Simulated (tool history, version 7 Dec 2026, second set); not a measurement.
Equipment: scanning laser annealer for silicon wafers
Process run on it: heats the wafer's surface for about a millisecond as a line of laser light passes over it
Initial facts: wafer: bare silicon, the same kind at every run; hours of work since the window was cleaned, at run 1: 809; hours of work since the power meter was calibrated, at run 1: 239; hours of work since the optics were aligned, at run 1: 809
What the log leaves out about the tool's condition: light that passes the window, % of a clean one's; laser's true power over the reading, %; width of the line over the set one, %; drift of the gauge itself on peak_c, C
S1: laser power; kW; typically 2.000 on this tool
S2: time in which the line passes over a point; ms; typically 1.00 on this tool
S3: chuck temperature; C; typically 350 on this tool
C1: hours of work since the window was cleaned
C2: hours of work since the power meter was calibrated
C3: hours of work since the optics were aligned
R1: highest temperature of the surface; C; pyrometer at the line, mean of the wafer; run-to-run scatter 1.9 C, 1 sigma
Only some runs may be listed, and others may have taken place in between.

{"run": 1, "hour": 0.0, "S1": 2.0, "S2": 1.0, "S3": 350, "C1": 809, "C2": 239, "C3": 809, "R1": 1061}
{"hour": 4.1, "done": "window over the wafer cleaned"}
{"hour": 28.8, "done": "optics aligned, line set to its width"}
{"run": 2, "hour": 44.9, "S1": 2.0, "S2": 0.91, "S3": 350, "C1": 17, "C2": 257, "C3": 7, "R1": 1050}
{"run": 3, "hour": 87.8, "S1": 2.0, "S2": 0.91, "S3": 350, "C1": 37, "C2": 277, "C3": 27, "R1": 1050}
{"run": 4, "hour": 122.9, "S1": 2.0, "S2": 0.91, "S3": 350, "C1": 53, "C2": 293, "C3": 44, "R1": 1050}
{"run": 5, "hour": 158.9, "S1": 2.0, "S2": 0.91, "S3": 350, "C1": 70, "C2": 310, "C3": 60, "R1": 1048}
{"run": 6, "hour": 198.8, "S1": 2.0, "S2": 0.91, "S3": 350, "C1": 88, "C2": 328, "C3": 79, "R1": 1048}
{"run": 7, "hour": 217.9, "S1": 2.0, "S2": 0.91, "S3": 350, "C1": 97, "C2": 337, "C3": 88, "R1": 1049}
{"run": 8, "hour": 260.6, "S1": 2.0, "S2": 0.91, "S3": 350, "C1": 117, "C2": 357, "C3": 108, "R1": 1047}
{"run": 9, "hour": 304.9, "S1": 2.0, "S2": 0.91, "S3": 350, "C1": 137, "C2": 378, "C3": 128, "R1": 1050}
{"run": 10, "hour": 334.0, "S1": 2.0, "S2": 0.9, "S3": 350, "C1": 151, "C2": 391, "C3": 142, "R1": 1045}
{"run": 11, "hour": 367.8, "S1": 1.967, "S2": 1.0, "S3": 350, "C1": 166, "C2": 407, "C3": 157, "R1": 1073}
{"run": 12, "hour": 405.8, "S1": 1.967, "S2": 1.0, "S3": 350, "C1": 184, "C2": 425, "C3": 175, "R1": 1069}
{"run": 13, "hour": 450.0, "S1": 2.0, "S2": 1.0, "S3": 350, "C1": 205, "C2": 445, "C3": 196, "R1": 1084}
{"run": 14, "hour": 483.6, "S1": 2.0, "S2": 1.0, "S3": 350, "C1": 220, "C2": 461, "C3": 211, "R1": 1080}
{"run": 15, "hour": 510.5, "S1": 2.159, "S2": 0.76, "S3": 389, "C1": 233, "C2": 473, "C3": 224, "R1": 1083}
{"run": 16, "hour": 537.4, "S1": 2.143, "S2": 1.11, "S3": 387, "C1": 245, "C2": 486, "C3": 236, "R1": 1234}
{"run": 17, "hour": 565.1, "S1": 1.883, "S2": 1.13, "S3": 375, "C1": 258, "C2": 499, "C3": 249, "R1": 1104}
{"run": 18, "hour": 591.7, "S1": 1.878, "S2": 1.08, "S3": 377, "C1": 270, "C2": 511, "C3": 261, "R1": 1080}

Predict the results of run 19:
{"run": 19, "hour": 610.2, "S1": 1.878, "S2": 1.08, "S3": 377, "C1": 279, "C2": 519, "C3": 270, "R1": "?"}

Run 19 measured R1 1083 C.
With the hidden condition absent and the run-to-run variation left alone, this run would have shown R1 1089 C.

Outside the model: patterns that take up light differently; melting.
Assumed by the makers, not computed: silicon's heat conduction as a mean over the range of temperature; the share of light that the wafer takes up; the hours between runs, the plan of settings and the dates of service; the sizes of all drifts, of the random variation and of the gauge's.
